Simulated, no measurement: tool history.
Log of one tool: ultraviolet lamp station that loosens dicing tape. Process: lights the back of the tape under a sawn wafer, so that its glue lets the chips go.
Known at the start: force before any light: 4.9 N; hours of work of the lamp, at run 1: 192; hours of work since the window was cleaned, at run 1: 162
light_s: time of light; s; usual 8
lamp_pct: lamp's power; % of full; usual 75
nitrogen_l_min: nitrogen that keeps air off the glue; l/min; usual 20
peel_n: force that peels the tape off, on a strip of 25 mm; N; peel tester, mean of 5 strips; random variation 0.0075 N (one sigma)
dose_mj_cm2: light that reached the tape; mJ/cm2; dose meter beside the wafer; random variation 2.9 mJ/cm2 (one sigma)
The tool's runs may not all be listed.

run   hour  light_s  lamp_pct  nitrogen_l_min  hours of work of the lamp  hours of work since the window was cleaned  peel_n  dose_mj_cm2
  1    0.0        8        75              20                        192                                         162   0.325          368
  2   11.8        8        75              20                        199                                         170   0.308          369
  3   18.0        8        75              20                        203                                         174   0.310          368
  4   28.9        9        75              20                        210                                         180   0.278          413
  5   41.7        9        75              20                        218                                         188   0.260          415
  6   47.5        9        75              20                        221                                         192   0.287          413
  7   57.3        9        75              20                        228                                         198   0.292          404
  8   67.2        9        75              20                        234                                         204   0.298          411
  9   74.6        9        75              20                        238                                         209   0.299          405
 10   83.1        9        75              20                        244                                         214   0.290          405
 11   94.0        9        75              20                        251                                         221   0.282          403
 12  105.8        8        75              20                        258                                         229   0.347          358
 13  116.7        8        75              20                        265                                         236   0.335          351
 14  127.7        8        75              20                        272                                         242   0.338          351
 15  135.0        8        75              20                        276                                         247   0.339          348
 16  140.7        8        75              20                        280                                         251   0.336          347
 17  147.3        8        75              20                        284                                         255   0.331          343
 18  158.4        8        75              20                        291                                         262   0.344          346
 19  171.3        8        75              26                        299                                         270   0.318          342
 20  177.9        8        75              26                        303                                         274   0.308          342
 21  190.3        8        75              35                        311                                         282   0.289          335
 22  197.5       16        75              35                        316                                         286   0.231          678
 23  205.9        4        61              31                        321                                         292   1.135          134
 24  217.7       12        88               8                        328                                         299   0.257          581
 25  224.7       12        79              27                        333                                         303   0.238          528
 26  234.7       10        79              28                        339                                         310   0.256          435
 27  245.3       14        70              12                        346                                         316   0.254          537
 28  253.1       12        64              12                        351                                         321   0.343          422
     259.5  -- window cleaned of glue's vapour
 29  264.2       12        64              25                        357                                           3   0.248          504
 30  270.8       12        64              25                        361                                           7   0.253          503
 31  277.6        9        91              25                        366                                          11   0.245          535
 32  285.3        8        64              27                        371                                          16   0.327          331
 33  294.6        8        64              27                        376                                          22   0.320          328
 34  302.7        6        72               8                        381                                          27   0.708          281
 35  310.4       11        74              16                        386                                          32   0.265          520
 36  321.6        5        88              40                        393                                          39   0.363          282
 37  328.1        5        88              40                        397                                          43   0.349          281
 38  337.5        7        88              21                        403                                          49   0.300          396
 39  344.5        7        88              21                        408                                          53   0.297          391
 40  355.0        7        88              34                        414                                          60   0.270          386
 41  365.5        9        75              25                        421                                          67   0.262          427
 42  378.1       12        75              20                        429                                          74   0.243          560
 43  388.6       14        75               8                        435                                          81   0.254          642

3 ways to go on from here, each from the tool as it stands after run 43. What would each give?
  A  396.9       10        88              20                        441                                          86       ?            ?
  B  396.9        8        75              18                        441                                          86       ?            ?
  C  396.9       14        90               8                        441                                          86       ?            ?

run  peel_n  dose_mj_cm2
  A   0.246          536
  B   0.318          369
  C   0.241          770
Without the tool's hidden state the same runs would have given:
run  peel_n  dose_mj_cm2
  A   0.238          618
  B   0.278          425
  C   0.236          885
